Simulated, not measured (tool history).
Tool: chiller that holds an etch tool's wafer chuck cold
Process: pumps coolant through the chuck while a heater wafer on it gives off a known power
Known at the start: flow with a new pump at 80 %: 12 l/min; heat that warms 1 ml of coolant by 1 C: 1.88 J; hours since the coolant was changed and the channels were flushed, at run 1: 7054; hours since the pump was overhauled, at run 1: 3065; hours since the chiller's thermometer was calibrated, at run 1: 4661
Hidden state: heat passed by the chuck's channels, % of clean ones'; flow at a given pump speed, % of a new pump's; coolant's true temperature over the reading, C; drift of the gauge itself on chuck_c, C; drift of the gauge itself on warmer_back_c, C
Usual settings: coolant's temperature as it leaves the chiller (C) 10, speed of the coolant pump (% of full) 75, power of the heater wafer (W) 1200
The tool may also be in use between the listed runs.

run,hour,coolant's temperature as it leaves the chiller (C),speed of the coolant pump (% of full),power of the heater wafer (W),hours since the coolant was changed and the channels were flushed,hours since the pump was overhauled,hours since the chiller's thermometer was calibrated,chuck's temperature once it has settled (C),how much warmer the coolant comes back (C)
1,0,10,75,1200,7054,3065,4661,26.6,3.61
# hour 22: coolant changed, channels flushed
2,82.6,10,75,1200,61,3141,4737,25.3,3.61
# hour 127.5: chiller's thermometer calibrated
3,164.4,10,75,1200,141,3222,37,24.6,3.61
4,230.2,10,75,1200,207,3288,103,24.7,3.62
# hour 239.9: coolant pump overhauled
5,277.8,10,75,1010,250,38,145,22.5,3.07
6,354.1,5,75,1010,326,114,222,17.4,3.11
7,425.4,5,75,1010,397,186,293,17.4,3.05
8,468.6,5,75,1010,441,229,336,17.5,3.05
# hour 487: coolant pump overhauled, once more
9,554.3,4,67,733,521,67,417,13.6,2.3

The next listed run, before its measurement:
10,601.7,4,67,733,569,115,464,?,?

Run 10 gave chuck's temperature once it has settled (C) 13.5, how much warmer the coolant comes back (C) 2.37.
Without the tool's hidden state the same run would have given chuck's temperature once it has settled (C) 13.4, how much warmer the coolant comes back (C) 2.38.

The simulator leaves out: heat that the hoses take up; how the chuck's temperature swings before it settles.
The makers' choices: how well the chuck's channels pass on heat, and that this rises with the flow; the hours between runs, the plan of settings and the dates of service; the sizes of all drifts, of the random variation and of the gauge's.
